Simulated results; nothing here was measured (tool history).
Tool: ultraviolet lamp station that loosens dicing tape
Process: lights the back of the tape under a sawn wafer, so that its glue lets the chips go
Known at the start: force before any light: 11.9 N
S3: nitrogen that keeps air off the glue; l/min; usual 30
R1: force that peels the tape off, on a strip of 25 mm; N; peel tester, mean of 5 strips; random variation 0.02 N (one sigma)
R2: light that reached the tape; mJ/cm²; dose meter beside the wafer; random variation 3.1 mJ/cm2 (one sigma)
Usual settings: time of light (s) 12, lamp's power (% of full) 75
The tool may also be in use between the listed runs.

run 1 hour=0 | time_of_light_(s)=12 lamp's_power_(%_of_full)=75 S3=30 | R1=2.03 R2=317
run 2 hour=26.8 | time_of_light_(s)=12 lamp's_power_(%_of_full)=75 S3=30 | R1=2.156 R2=313
run 3 hour=47.4 | time_of_light_(s)=12 lamp's_power_(%_of_full)=75 S3=30 | R1=2.158 R2=305
run 4 hour=77 | time_of_light_(s)=12 lamp's_power_(%_of_full)=75 S3=30 | R1=2.214 R2=301
run 5 hour=103.7 | time_of_light_(s)=12 lamp's_power_(%_of_full)=75 S3=30 | R1=2.287 R2=295
run 6 hour=144.7 | time_of_light_(s)=12 lamp's_power_(%_of_full)=81 S3=30 | R1=2.116 R2=310
run 7 hour=166.9 | time_of_light_(s)=12 lamp's_power_(%_of_full)=81 S3=30 | R1=2.154 R2=310
run 8 hour=195.4 | time_of_light_(s)=12 lamp's_power_(%_of_full)=75 S3=30 | R1=2.575 R2=280

Run 9 comes next. What will it give?
-- hour=199 window cleaned of glue's vapour
run 9 hour=221.3 | time_of_light_(s)=12 lamp's_power_(%_of_full)=75 S3=30 | R1=? R2=?

Run 9 gave R1 2.743 N, R2 269 mJ/cm².
Without the tool's hidden state the same run would have given R1 1.006 N, R2 471 mJ/cm².
